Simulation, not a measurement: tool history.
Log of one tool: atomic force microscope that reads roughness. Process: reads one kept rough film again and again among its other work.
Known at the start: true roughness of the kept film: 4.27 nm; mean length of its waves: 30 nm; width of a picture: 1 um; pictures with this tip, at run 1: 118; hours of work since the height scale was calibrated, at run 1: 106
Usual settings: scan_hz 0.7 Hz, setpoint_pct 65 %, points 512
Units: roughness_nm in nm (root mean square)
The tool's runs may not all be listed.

run   hour  scan_hz  setpoint_pct  points  pictures with this tip  hours of work since the height scale was calibrated  roughness_nm
  1      0      0.7            65     512                     118                                                  106         3.257
  2    6.7      0.7            65     512                     124                                                  110         3.232
  3   21.6      0.7            65     778                     137                                                  118         3.189
  4   31.9      0.7            65     778                     146                                                  124         3.152
  5     45    1.066            65     512                     157                                                  131         3.058
  6   60.8    1.066            65     512                     171                                                  140         3.038
  7   72.9    1.066            65     294                     181                                                  147         2.937
  8   86.6     1.56            65     294                     193                                                  155         2.884
  9     94      0.7            71     512                     199                                                  159          2.97
 10  103.5      0.7            65     512                     208                                                  165          2.94
     108.4  -- new tip fitted
 11  113.8      0.7            65     512                       4                                                  170         3.754
 12  124.1      0.7            65     512                      13                                                  176         3.679
 13  132.7      0.7            65     512                      21                                                  181         3.616
 14  144.6      0.7            65     512                      31                                                  188         3.579
 15  159.4      0.7            65     512                      44                                                  196         3.487
 16  169.1      0.7            65     512                      52                                                  202         3.486
 17  179.6      0.7            65     512                      61                                                  207          3.46
 18  187.2      0.7            65     512                      68                                                  212         3.416
 19  195.4      0.7            65     512                      75                                                  216         3.387
 20  209.7      0.7            65     512                      88                                                  225         3.341
 21  223.5      0.7            65     512                     100                                                  232         3.297
 22  233.4      0.7            65     415                     108                                                  238         3.277
 23  246.9      0.7            65     415                     120                                                  246         3.212
 24  256.8      0.7            65     415                     129                                                  251         3.191
 25  263.6      0.7            65     512                     134                                                  255         3.153
 26  278.4      0.7            65     512                     147                                                  264         3.103
 27  288.4    1.386            58     512                     156                                                  269         3.064
 28  297.3    0.521            58     666                     164                                                  274         3.082
 29  306.8    0.653            72     362                     172                                                  280         2.978
 30  321.6    0.653            72     362                     185                                                  288         2.943
 31  337.9    0.653            72     362                     199                                                  297         2.895
 32  347.6    0.653            73     326                     207                                                  303         2.853
     353.6  -- new tip fitted
 33  357.4    0.978            65     512                       4                                                  308         3.722
 34  373.2    0.978            65     512                      17                                                  317         3.649
 35  383.2     0.53            65     304                      26                                                  323          3.64
 36  390.2      0.7            84     706                      32                                                  327         3.443
 37  405.9      0.7            84     706                      46                                                  336          3.43
 38  417.7      0.7            84     706                      56                                                  342         3.366
 39  428.2    1.081            84     383                      65                                                  348         3.199
 40  443.5    0.766            81     684                      78                                                  357         3.283
 41  453.2     0.55            65     522                      87                                                  362         3.415
 42  460.6    1.589            64     336                      93                                                  367         3.233
 43  473.4    0.572            60     271                     104                                                  374         3.275
 44  485.1    0.572            60     271                     114                                                  380         3.251
 45  497.6    0.572            60     271                     125                                                  388           3.2
 46  507.7    0.572            60     271                     134                                                  393          3.18
 47  522.2    0.572            60     271                     147                                                  402         3.152
 48  536.4    0.572            69     551                     159                                                  410         3.074
 49  544.1      0.7            78     473                     166                                                  414         2.955

Forecast each of these 5 alternatives for the next run:
  A  560.3     0.57            88     512                     180                                                  423             ?
  B  560.3    1.706            62     473                     180                                                  423             ?
  C  560.3    2.713            89     497                     180                                                  423             ?
  D  560.3    0.642            65     512                     180                                                  423             ?
  E  560.3    0.528            65     376                     180                                                  423             ?

run  roughness_nm
  A         2.897
  B         2.947
  C         2.283
  D         3.018
  E         3.036
Without the tool's hidden state the same runs would have given:
run  roughness_nm
  A         3.641
  B         3.704
  C         2.872
  D         3.794
  E         3.815
